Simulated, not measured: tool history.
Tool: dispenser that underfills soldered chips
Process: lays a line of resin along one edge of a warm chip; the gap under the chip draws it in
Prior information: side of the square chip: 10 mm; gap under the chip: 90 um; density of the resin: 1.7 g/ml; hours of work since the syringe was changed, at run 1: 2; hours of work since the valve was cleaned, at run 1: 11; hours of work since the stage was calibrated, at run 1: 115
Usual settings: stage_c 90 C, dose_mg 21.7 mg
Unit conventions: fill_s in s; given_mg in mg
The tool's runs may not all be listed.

run    day  stage_c  dose_mg  hours of work since the syringe was changed  hours of work since the valve was cleaned  hours of work since the stage was calibrated  fill_s  given_mg
  1      0       90     21.7                                            2                                         11                                           115    52.4     21.55
  2  0.133       90     21.7                                            4                                         13                                           117      63     21.52
     0.283  -- new syringe of resin
  3  0.283       90     21.7                                            0                                         15                                           120    42.8     21.54
  4  0.425       90     21.7                                            2                                         17                                           122    50.1     21.47
  5  0.525       85     21.7                                            4                                         18                                           123    66.3     21.39
     0.725  -- new syringe of resin
  6  0.725       85     21.7                                            0                                         21                                           126    50.8     21.39
  7  0.942       85     20.4                                            3                                         25                                           129      68      20.2
  8  1.046       85     20.4                                            5                                         26                                           131    77.3     20.09
     1.171  -- new syringe of resin
  9  1.238       90     27.3                                            1                                         29                                           134    47.2     26.87
 10  1.446       90     21.7                                            4                                         32                                           137      61     21.24
 11  1.558       90     27.5                                            6                                         34                                           139    70.3     26.92
       1.6  -- new syringe of resin
 12  1.812       90     27.5                                            3                                         38                                           142    55.8      26.9
 13  1.983       90     21.7                                            6                                         40                                           145    70.9     21.13
     2.046  -- new syringe of resin
 14  2.104       90     21.2                                            1                                         42                                           147    47.8     20.57
 15  2.242       91     21.7                                            3                                         44                                           149    53.9     21.09
 16    2.4       91     21.7                                            5                                         46                                           151    66.7     21.11
     2.483  -- new syringe of resin
 17   2.55       91     21.7                                            1                                         49                                           153    45.7     21.08
 18  2.683      103     21.7                                            3                                         51                                           155    39.4     21.12
 19  2.879       79     28.2                                            6                                         54                                           158    96.9     27.39
     2.921  -- new syringe of resin
 20  3.054       75     25.9                                            2                                         56                                           161    78.4     25.07
 21  3.246       83       26                                            5                                         59                                           164    79.1     25.11
     3.362  -- new syringe of resin
 22   3.45       91       20                                            1                                         62                                           167    48.8     19.27
 23  3.638       91     20.9                                            4                                         65                                           170    60.2     20.17
 24  3.771       91     20.9                                            6                                         67                                           172    71.6     20.04
     3.804  -- new syringe of resin
     4.004  -- dispensing valve cleaned and set on the balance
 25  4.004       84     27.6                                            2                                          0                                           175    61.3     27.52
 26  4.142       85     19.8                                            5                                          2                                           177    75.7     19.67
     4.279  -- new syringe of resin
 27  4.383       85     19.8                                            2                                          6                                           180    58.7     19.62
 28  4.483      104     21.7                                            3                                          7                                           182      39      21.4
     4.708  -- new syringe of resin
 29  4.708       75     22.9                                            0                                         10                                           185    67.4     22.63
 30  4.942       83     21.9                                            4                                         14                                           189    70.9     21.64
     5.154  -- new syringe of resin
 31  5.192       97     21.2                                            1                                         18                                           192    37.7     20.93
 32  5.362      103     21.7                                            3                                         20                                           195      40     21.34
 33  5.525       79     20.1                                            6                                         23                                           197    99.9     19.84
     5.588  -- new syringe of resin
 34  5.688       79     20.1                                            2                                         25                                           200    68.8     19.76
 35  5.896      100     20.1                                            5                                         28                                           203    49.2      19.7

Consider 4 possible next runs. They are alternatives, not a sequence: every one starts from the tool as it was left by run 35. What does each give?
  A    6       91     23.3                                            6                                         30                                           205       ?         ?
  B    6      104     19.4                                            6                                         30                                           205       ?         ?
  C    6       90     20.6                                            6                                         30                                           205       ?         ?
  D    6       89     20.1                                            6                                         30                                           205       ?         ?

run  fill_s  given_mg
  A    70.1      22.8
  B    51.2     19.02
  C    75.1     20.13
  D    76.1     19.66
Without the tool's unlogged condition, the same runs would have read:
run  fill_s  given_mg
  A    40.9     23.27
  B    29.8     19.41
  C    43.7     20.54
  D      44     20.07
